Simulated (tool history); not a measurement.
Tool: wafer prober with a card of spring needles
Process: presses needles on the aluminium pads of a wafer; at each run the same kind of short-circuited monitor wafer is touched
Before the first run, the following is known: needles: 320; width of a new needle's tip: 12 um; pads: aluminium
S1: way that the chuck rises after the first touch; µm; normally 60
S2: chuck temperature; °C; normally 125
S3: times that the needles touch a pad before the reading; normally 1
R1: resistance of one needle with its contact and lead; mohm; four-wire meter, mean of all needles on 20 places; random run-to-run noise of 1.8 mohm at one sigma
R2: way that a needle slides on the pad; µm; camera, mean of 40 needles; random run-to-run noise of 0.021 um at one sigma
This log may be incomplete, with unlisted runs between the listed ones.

run,hour,S1,S2,S3,R1,R2
1,0.0,60,125,1,192,12.59
# hour 9.5: tips cleaned on abrasive film
2,31.5,60,125,2,193,12.55
# hour 35.8: tips cleaned on abrasive film
# hour 60.5: tips cleaned on abrasive film
3,60.5,60,125,2,190,12.60
4,73.8,60,125,2,191,12.56
# hour 86.2: tips cleaned on abrasive film
5,87.7,60,125,1,191,12.55
6,103.2,60,125,1,191,12.52
# hour 110.8: tips cleaned on abrasive film
7,121.6,68,125,1,190,14.21
# hour 136.3: tips cleaned on abrasive film
8,138.8,68,125,1,190,14.22
9,154.3,68,125,1,190,14.19
# hour 162.1: tips cleaned on abrasive film
10,185.0,68,125,1,191,14.21
# hour 188.0: tips cleaned on abrasive film
11,205.9,68,125,1,190,14.17
# hour 213.6: tips cleaned on abrasive film
12,226.8,68,125,1,188,14.21
# hour 239.8: tips cleaned on abrasive film
13,243.7,68,125,1,192,14.21
14,256.9,68,110,1,188,14.16
# hour 265.0: tips cleaned on abrasive film
15,281.4,68,110,1,187,14.15
# hour 289.5: tips cleaned on abrasive film
16,312.9,60,125,1,192,12.49
# hour 315.5: tips cleaned on abrasive film
# hour 341.0: tips cleaned on abrasive film
17,344.1,60,125,1,194,12.48
# hour 367.4: tips cleaned on abrasive film
18,371.9,60,64,1,179,12.42
19,389.2,60,64,1,178,12.47
# hour 391.7: tips cleaned on abrasive film
20,403.3,41,51,2,183,8.50
# hour 417.8: tips cleaned on abrasive film
21,422.5,41,96,2,192,8.46
22,439.0,69,41,1,174,14.29

Run 23 has not been measured yet. What should we expect?
# hour 443.4: tips cleaned on abrasive film
# hour 468.1: tips cleaned on abrasive film
23,468.1,65,86,2,?,?

{"run 23": {"R1": 188, "R2": 13.49}}
If the tool had no hidden condition, the same run with the same run-to-run variation would have returned R1 188 mohm, R2 13.66 µm.
